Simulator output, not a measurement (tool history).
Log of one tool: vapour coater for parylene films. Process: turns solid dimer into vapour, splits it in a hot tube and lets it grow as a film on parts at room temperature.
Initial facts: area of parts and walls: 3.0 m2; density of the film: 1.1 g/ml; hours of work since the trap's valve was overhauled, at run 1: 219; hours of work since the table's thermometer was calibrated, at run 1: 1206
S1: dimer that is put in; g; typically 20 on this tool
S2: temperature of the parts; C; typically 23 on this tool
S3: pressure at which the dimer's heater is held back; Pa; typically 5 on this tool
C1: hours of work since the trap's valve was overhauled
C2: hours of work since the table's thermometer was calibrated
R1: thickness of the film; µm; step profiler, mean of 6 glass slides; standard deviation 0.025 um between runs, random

run 1 hour=0 | S1=20 S2=23 S3=5 | C1=219 C2=1206 | R1=2.81
run 2 hour=69 | S1=20 S2=23 S3=5 | C1=257 C2=1244 | R1=2.79
run 3 hour=111.2 | S1=20 S2=23 S3=5 | C1=280 C2=1267 | R1=2.84
run 4 hour=194.2 | S1=20 S2=23 S3=5 | C1=325 C2=1313 | R1=2.78
-- hour=231 trap's valve overhauled
run 5 hour=253.1 | S1=20 S2=22 S3=5 | C1=12 C2=1343 | R1=2.9
run 6 hour=308.4 | S1=20 S2=22 S3=5 | C1=42 C2=1373 | R1=2.88
run 7 hour=345 | S1=20 S2=23 S3=5 | C1=62 C2=1393 | R1=2.81
run 8 hour=382.3 | S1=20 S2=23 S3=5 | C1=83 C2=1414 | R1=2.86
run 9 hour=447.8 | S1=20 S2=23 S3=5 | C1=119 C2=1449 | R1=2.82
run 10 hour=513.9 | S1=20 S2=23 S3=5 | C1=155 C2=1486 | R1=2.86
run 11 hour=590.9 | S1=20 S2=23 S3=9.25 | C1=197 C2=1528 | R1=2.55
run 12 hour=670.2 | S1=20 S2=23 S3=9.25 | C1=240 C2=1571 | R1=2.5
run 13 hour=733 | S1=20 S2=23 S3=9.25 | C1=275 C2=1606 | R1=2.49
run 14 hour=796.8 | S1=20 S2=23 S3=5 | C1=310 C2=1640 | R1=2.79
-- hour=859.5 trap's valve overhauled
run 15 hour=865.3 | S1=20 S2=23 S3=5 | C1=3 C2=1676 | R1=2.79
run 16 hour=901.9 | S1=20 S2=23 S3=5 | C1=23 C2=1696 | R1=2.87
run 17 hour=944.4 | S1=27 S2=23 S3=5 | C1=46 C2=1719 | R1=3.84
run 18 hour=1020.1 | S1=20 S2=23 S3=5 | C1=88 C2=1760 | R1=2.86
run 19 hour=1073.9 | S1=20 S2=23 S3=5 | C1=117 C2=1790 | R1=2.83
run 20 hour=1125.4 | S1=20 S2=23 S3=6.01 | C1=146 C2=1818 | R1=2.73
run 21 hour=1183.3 | S1=20 S2=23 S3=7.95 | C1=177 C2=1850 | R1=2.57
run 22 hour=1219.9 | S1=20 S2=23 S3=7.95 | C1=197 C2=1870 | R1=2.59
run 23 hour=1287.7 | S1=20 S2=23 S3=2.57 | C1=234 C2=1907 | R1=3.17
run 24 hour=1354.8 | S1=20 S2=23 S3=5 | C1=271 C2=1944 | R1=2.81
run 25 hour=1414.7 | S1=20 S2=23 S3=5 | C1=304 C2=1976 | R1=2.78
run 26 hour=1480.2 | S1=22 S2=23 S3=3.16 | C1=340 C2=2012 | R1=3.36
-- hour=1488.9 trap's valve overhauled
run 27 hour=1542.8 | S1=22 S2=23 S3=3.16 | C1=30 C2=2044 | R1=3.37
run 28 hour=1601.9 | S1=17 S2=22 S3=3.16 | C1=62 C2=2077 | R1=2.68
run 29 hour=1674.1 | S1=21 S2=19 S3=3.16 | C1=101 C2=2116 | R1=3.46
run 30 hour=1719.7 | S1=15 S2=22 S3=3.16 | C1=126 C2=2141 | R1=2.38
run 31 hour=1763.9 | S1=11 S2=23 S3=5 | C1=151 C2=2165 | R1=1.57
run 32 hour=1824.7 | S1=29 S2=18 S3=5 | C1=184 C2=2199 | R1=4.45
run 33 hour=1864.3 | S1=9 S2=16 S3=4.19 | C1=205 C2=2220 | R1=1.47
run 34 hour=1898.3 | S1=15 S2=23 S3=6.05 | C1=224 C2=2239 | R1=2.09
run 35 hour=1964.4 | S1=13 S2=23 S3=2.74 | C1=260 C2=2275 | R1=2.03
-- hour=1999.8 table's thermometer calibrated
run 36 hour=2012.2 | S1=20 S2=25 S3=2.41 | C1=286 C2=7 | R1=3.13
run 37 hour=2084.3 | S1=20 S2=25 S3=2.41 | C1=325 C2=46 | R1=3.13
-- hour=2122.7 trap's valve overhauled
run 38 hour=2125.5 | S1=9 S2=18 S3=3.74 | C1=2 C2=67 | R1=1.49
run 39 hour=2197.7 | S1=9 S2=25 S3=3.74 | C1=41 C2=106 | R1=1.29
run 40 hour=2265.9 | S1=9 S2=18 S3=2.59 | C1=78 C2=143 | R1=1.6
run 41 hour=2345 | S1=13 S2=19 S3=3.96 | C1=122 C2=187 | R1=2.01
run 42 hour=2413.1 | S1=13 S2=19 S3=3.96 | C1=159 C2=224 | R1=2.04
run 43 hour=2475.9 | S1=27 S2=21 S3=8.86 | C1=193 C2=258 | R1=3.49
run 44 hour=2511.4 | S1=20 S2=27 S3=5 | C1=213 C2=278 | R1=2.64
run 45 hour=2569.2 | S1=34 S2=23 S3=5 | C1=244 C2=309 | R1=4.77
run 46 hour=2602.9 | S1=15 S2=23 S3=5 | C1=263 C2=328 | R1=2.1
run 47 hour=2683.3 | S1=15 S2=22 S3=4.91 | C1=307 C2=372 | R1=2.14

Take each entry between the runs: how does the hidden state at the last listed run before it differ from the hidden state at the first listed run after it?
Runs 4 to 5: trap's valve overhauled (hour 231)
  vapour lost through the trap's worn valve, %: 0.4 -> 0
Runs 14 to 15: trap's valve overhauled (hour 859.5)
  vapour lost through the trap's worn valve, %: 0.4 -> 0
Runs 26 to 27: trap's valve overhauled (hour 1488.9)
  vapour lost through the trap's worn valve, %: 0.4 -> 0
Runs 35 to 36: table's thermometer calibrated (hour 1999.8)
  vapour lost through the trap's worn valve, %: 0.3 -> 0.4; true temperature of the parts over the reading, C: 0.1 -> 0.01
Runs 37 to 38: trap's valve overhauled (hour 2122.7)
  vapour lost through the trap's worn valve, %: 0.4 -> 0; true temperature of the parts over the reading, C: 0.01 -> 0.02
